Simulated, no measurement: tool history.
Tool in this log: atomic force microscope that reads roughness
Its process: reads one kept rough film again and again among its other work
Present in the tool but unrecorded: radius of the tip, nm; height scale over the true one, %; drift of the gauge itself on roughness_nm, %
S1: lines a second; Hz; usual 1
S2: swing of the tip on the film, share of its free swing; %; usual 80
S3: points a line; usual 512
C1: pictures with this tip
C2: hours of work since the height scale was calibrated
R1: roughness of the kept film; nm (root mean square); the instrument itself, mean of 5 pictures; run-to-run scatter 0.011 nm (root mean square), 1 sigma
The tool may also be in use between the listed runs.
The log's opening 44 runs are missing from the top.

{"hour": 945.6, "done": "new tip fitted"}
{"run": 45, "hour": 965.9, "S1": 0.76, "S2": 57, "S3": 479, "C1": 27, "C2": 176, "R1": 2.699}
{"run": 46, "hour": 994.0, "S1": 3.32, "S2": 86, "S3": 512, "C1": 65, "C2": 187, "R1": 1.901}
{"run": 47, "hour": 1014.9, "S1": 3.32, "S2": 68, "S3": 512, "C1": 93, "C2": 196, "R1": 2.308}
{"run": 48, "hour": 1028.6, "S1": 3.05, "S2": 69, "S3": 368, "C1": 112, "C2": 202, "R1": 2.312}
{"run": 49, "hour": 1052.7, "S1": 1.26, "S2": 65, "S3": 388, "C1": 144, "C2": 211, "R1": 2.519}
{"run": 50, "hour": 1072.9, "S1": 0.78, "S2": 85, "S3": 512, "C1": 171, "C2": 220, "R1": 2.406}
{"run": 51, "hour": 1094.0, "S1": 0.78, "S2": 85, "S3": 512, "C1": 200, "C2": 228, "R1": 2.385}
{"run": 52, "hour": 1119.4, "S1": 2.92, "S2": 57, "S3": 935, "C1": 234, "C2": 239, "R1": 2.412}
{"run": 53, "hour": 1135.3, "S1": 2.92, "S2": 57, "S3": 935, "C1": 255, "C2": 245, "R1": 2.382}

Alternative continuations, all from the tool just after run 53; predict every row:
{"run": "A", "hour": 1154.7, "S1": 2.92, "S2": 71, "S3": 376, "C1": 281, "C2": 253, "R1": "?"}
{"run": "B", "hour": 1154.7, "S1": 0.98, "S2": 83, "S3": 652, "C1": 281, "C2": 253, "R1": "?"}
{"run": "C", "hour": 1154.7, "S1": 1.93, "S2": 80, "S3": 350, "C1": 281, "C2": 253, "R1": "?"}
{"run": "D", "hour": 1154.7, "S1": 2.92, "S2": 57, "S3": 549, "C1": 281, "C2": 253, "R1": "?"}

run=A R1=2.151
run=B R1=2.286
run=C R1=2.129
run=D R1=2.377
With the hidden condition removed and each run's random variation left untouched, the same runs would have given:
run=A R1=2.381
run=B R1=2.531
run=C R1=2.357
run=D R1=2.631
